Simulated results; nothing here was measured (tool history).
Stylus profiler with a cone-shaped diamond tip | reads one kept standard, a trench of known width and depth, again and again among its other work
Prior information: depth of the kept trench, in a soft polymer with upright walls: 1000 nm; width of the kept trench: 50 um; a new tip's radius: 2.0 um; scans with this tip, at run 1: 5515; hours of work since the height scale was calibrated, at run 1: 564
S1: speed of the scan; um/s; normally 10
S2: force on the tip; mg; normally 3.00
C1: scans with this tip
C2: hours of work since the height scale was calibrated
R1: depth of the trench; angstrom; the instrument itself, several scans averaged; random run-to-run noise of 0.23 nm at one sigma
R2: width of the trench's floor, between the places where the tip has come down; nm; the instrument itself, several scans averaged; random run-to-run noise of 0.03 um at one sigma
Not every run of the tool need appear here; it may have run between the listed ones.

Run 1, day 0.000: usual settings; C1 5515; C2 564. Result: R1 10110.4 angstrom, R2 46020 nm.
Run 2, day 1.346: usual settings; C1 5766; C2 590. Result: R1 10106.3 angstrom, R2 45960 nm.
Run 3, day 2.675: usual settings; C1 6012; C2 615. Result: R1 10110.4 angstrom, R2 46020 nm.
Run 4, day 4.383: usual settings but S2 7.03 mg; C1 6329; C2 648. Result: R1 10215.8 angstrom, R2 45950 nm.
Run 5, day 6.175: usual settings but S2 7.03 mg; C1 6663; C2 682. Result: R1 10210.1 angstrom, R2 45870 nm.
Run 6, day 7.558: usual settings but S1 4 um/s; C1 6919; C2 708. Result: R1 10100.0 angstrom, R2 45880 nm.
Run 7, day 10.050: usual settings but S1 4 um/s; C1 7383; C2 755. Result: R1 10100.2 angstrom, R2 45840 nm.
Run 8, day 11.917: usual settings but S1 4 um/s; C1 7730; C2 791. Result: R1 10095.9 angstrom, R2 45800 nm.
Run 9, day 14.212: usual settings but S1 12 um/s; C1 8156; C2 834. Result: R1 10093.8 angstrom, R2 45740 nm.
Run 10, day 16.238: usual settings but S1 12 um/s; C1 8532; C2 873. Result: R1 10096.6 angstrom, R2 45780 nm.
Run 11, day 17.817: usual settings but S1 4 um/s; C1 8826; C2 903. Result: R1 10091.4 angstrom, R2 45730 nm.
Run 12, day 19.258: usual settings but S1 5 um/s; C1 9094; C2 930. Result: R1 10093.0 angstrom, R2 45750 nm.
Run 13, day 20.708: usual settings but S1 17 um/s; C1 9363; C2 958. Result: R1 10093.6 angstrom, R2 45710 nm.
Run 14, day 22.588: usual settings but S1 14 um/s; C1 9712; C2 994. Result: R1 10092.0 angstrom, R2 45690 nm.
Run 15, day 24.212: usual settings but S1 14 um/s; C1 10014; C2 1025. Result: R1 10088.3 angstrom, R2 45650 nm.
Run 16, day 26.267: usual settings but S1 25 um/s, S2 3.51 mg; C1 10396; C2 1064. Result: R1 10100.6 angstrom, R2 45620 nm.
Run 17, day 28.062: usual settings but S1 25 um/s, S2 3.51 mg; C1 10730; C2 1098. Result: R1 10097.0 angstrom, R2 45560 nm.
Run 18, day 29.971: usual settings but S1 4 um/s, S2 4.84 mg; C1 11085; C2 1134. Result: R1 10134.6 angstrom, R2 45570 nm.
At day 30.096: height scale calibrated on a step standard.
Run 19, day 31.492: usual settings but S1 5 um/s, S2 1.16 mg; C1 11363; C2 27. Result: R1 10007.5 angstrom, R2 45590 nm.
Run 20, day 33.817: usual settings but S1 5 um/s, S2 3.19 mg; C1 11795; C2 71. Result: R1 10079.4 angstrom, R2 45530 nm.
Run 21, day 34.979: usual settings but S1 5 um/s, S2 3.19 mg; C1 12011; C2 93. Result: R1 10074.9 angstrom, R2 45530 nm.
Run 22, day 37.042: usual settings but S1 5 um/s, S2 3.19 mg; C1 12394; C2 132. Result: R1 10072.2 angstrom, R2 45520 nm.
Run 23, day 39.188: usual settings but S1 18 um/s, S2 1.49 mg; C1 12794; C2 173. Result: R1 10014.5 angstrom, R2 45460 nm.
Run 24, day 41.071: usual settings but S1 22 um/s, S2 1.03 mg; C1 13143; C2 209. Result: R1 9994.7 angstrom, R2 45370 nm.
At day 41.308: height scale calibrated on a step standard, once more.
Run 25, day 42.446: usual settings but S1 3 um/s, S2 1.33 mg; C1 13395; C2 22. Result: R1 10082.1 angstrom, R2 45430 nm.
Run 26, day 43.638: usual settings but S1 15 um/s, S2 2.17 mg; C1 13616; C2 44. Result: R1 10110.9 angstrom, R2 45410 nm.

What if the next run were any one of these 4? Each begins from the tool's condition after run 26:
Run A, day 45.725: usual settings but S2 1.99 mg; C1 14004; C2 84. Result: R1 ?, R2 ?.
Run B, day 45.725: usual settings but S1 14 um/s, S2 5.68 mg; C1 14004; C2 84. Result: R1 ?, R2 ?.
Run C, day 45.725: usual settings but S1 9 um/s, S2 3.19 mg; C1 14004; C2 84. Result: R1 ?, R2 ?.
Run D, day 45.725: usual settings but S2 5.76 mg; C1 14004; C2 84. Result: R1 ?, R2 ?.

run       R1     R2
  A  10101.5  45420
  B  10208.8  45340
  C  10142.4  45380
  D  10207.9  45380
Without the tool's unlogged condition, the same runs would have read:
run       R1     R2
  A  10105.6  46560
  B  10212.9  46480
  C  10146.5  46530
  D  10212.0  46520
